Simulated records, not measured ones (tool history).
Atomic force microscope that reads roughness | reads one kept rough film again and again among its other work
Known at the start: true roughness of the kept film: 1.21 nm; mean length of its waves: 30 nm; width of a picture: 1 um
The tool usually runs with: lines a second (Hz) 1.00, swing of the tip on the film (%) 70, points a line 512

run   hour  lines a second (Hz)  swing of the tip on the film (%)  points a line  roughness of the kept film (nm (root mean square))
  1    0.0                 1.00                                70            512                                               1.087
  2   15.8                 3.05                                70            512                                               0.933
      28.9  -- new tip fitted
  3   34.0                 1.00                                70            773                                               1.074
  4   47.6                 1.00                                70            773                                               1.038
      60.1  -- new tip fitted
  5   60.6                 1.00                                70            382                                               1.098
  6   75.4                 1.00                                70            382                                               1.044
  7   88.1                 1.00                                70            512                                               1.011
      92.1  -- new tip fitted
  8   97.8                 1.00                                70            512                                               1.090
  9  114.8                 1.00                                70            512                                               1.021
     123.4  -- new tip fitted
 10  132.0                 1.00                                70            512                                               1.083
 11  144.6                 1.00                                70            512                                               1.033
     154.7  -- new tip fitted
 12  160.7                 1.00                                70            512                                               1.075
 13  173.7                 1.00                                70            512                                               1.032
 14  184.3                 1.00                                78            512                                               0.973
     186.2  -- new tip fitted
 15  202.4                 1.00                                70            512                                               1.041
 16  211.9                 1.00                                70            512                                               1.005
     217.6  -- new tip fitted
 17  223.7                 0.81                                87            820                                               1.020
 18  241.1                 1.00                                60            861                                               1.046
     248.8  -- new tip fitted
 19  255.1                 1.78                                59            550                                               1.073
 20  267.8                 1.78                                59            550                                               1.036
     280.5  -- new tip fitted
 21  287.2                 1.78                                59            550                                               1.087
 22  297.0                 1.07                                66            512                                               1.052
     312.3  -- new tip fitted
 23  317.8                 3.06                                83            937                                               0.838
 24  329.8                 1.47                                56            518                                               1.059
 25  341.2                 1.93                                56            328                                               1.011
     343.5  -- new tip fitted
 26  360.3                 0.93                                58            341                                               1.073
     376.3  -- new tip fitted
 27  381.5                 1.74                                68            278                                               1.038
 28  401.5                 1.74                                76            630                                               0.939
     408.1  -- new tip fitted
 29  410.9                 1.74                                85            630                                               0.943
 30  422.8                 1.74                                85            630                                               0.911

Branching from run 30: 5 alternative next runs. What would each branch give?
     439.5  -- new tip fitted
  A  439.5                 2.65                                70            512                                                   ?
     439.5  -- new tip fitted
  B  439.5                 1.00                                70            548                                                   ?
     439.5  -- new tip fitted
  C  439.5                 1.74                                59            619                                                   ?
     439.5  -- new tip fitted
  D  439.5                 1.02                                85            455                                                   ?
     439.5  -- new tip fitted
  E  439.5                 1.68                                67            787                                                   ?

run  roughness of the kept film (nm (root mean square))
  A                                               1.010
  B                                               1.104
  C                                               1.105
  D                                               1.033
  E                                               1.069
What these runs would have given with no unlogged condition in the tool:
run  roughness of the kept film (nm (root mean square))
  A                                               1.022
  B                                               1.116
  C                                               1.118
  D                                               1.045
  E                                               1.082
